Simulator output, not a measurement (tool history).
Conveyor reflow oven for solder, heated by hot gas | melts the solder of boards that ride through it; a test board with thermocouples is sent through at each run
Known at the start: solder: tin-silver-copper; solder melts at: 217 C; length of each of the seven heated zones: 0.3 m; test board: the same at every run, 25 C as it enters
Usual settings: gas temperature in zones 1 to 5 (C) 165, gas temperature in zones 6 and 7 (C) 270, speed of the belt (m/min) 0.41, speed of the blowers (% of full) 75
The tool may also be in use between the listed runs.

run   hour  gas temperature in zones 1 to 5 (C)  gas temperature in zones 6 and 7 (C)  speed of the belt (m/min)  speed of the blowers (% of full)  highest temperature of the board (C)  time above the solder's melting point (s)
  1      0                                  165                                   270                       0.41                                75                                 254.3                                       64.1
  2   39.3                                  165                                   281                       0.41                                75                                 263.9                                       69.7
  3   80.4                                  165                                   270                       0.41                                55                                 249.7                                       59.5
  4  108.9                                  165                                   270                       0.41                                55                                 249.9                                       58.5
  5  131.3                                  165                                   270                       0.41                                55                                 249.8                                       59.1
  6  166.5                                  165                                   270                       0.41                                75                                 254.3                                       63.9
  7  192.5                                  165                                   270                       0.41                                75                                 253.8                                         64
     225.8  -- thermocouples of zones 6 and 7 changed
  8  241.4                                  165                                   270                       0.41                                75                                 252.9                                       63.6
  9  284.7                                  165                                   270                       0.41                                75                                   253                                         63
 10    324                                  165                                   270                       0.41                                75                                   253                                       63.2
 11  370.3                                  165                                   270                       0.41                                75                                 252.6                                       62.6
 12  420.4                                  165                                   270                       0.41                                69                                 251.5                                       61.6
 13  468.9                                  165                                   262                       0.41                                55                                 241.8                                       50.5
 14  514.6                                  165                                   262                       0.41                                55                                 241.9                                       50.4
     523.4  -- flux residue cleaned out of gas plates and filters
 15    567                                  165                                   270                       0.43                                80                                 250.7                                       57.7
 16  595.5                                  152                                   270                      0.485                                75                                 241.2                                       37.9
 17  631.9                                  165                                   282                      0.439                                64                                   256                                       60.1
 18  671.4                                  165                                   282                      0.439                                64                                 256.6                                       59.8

The next listed run, before its measurement:
     714.6  -- flux residue cleaned out of gas plates and filters, once more
 19  721.9                                  165                                   282                      0.439                                64                                     ?                                          ?

Run 19 gave highest temperature of the board (C) 260.1, time above the solder's melting point (s) 63.5.
Without the tool's hidden state the same run would have given highest temperature of the board (C) 259, time above the solder's melting point (s) 61.8.
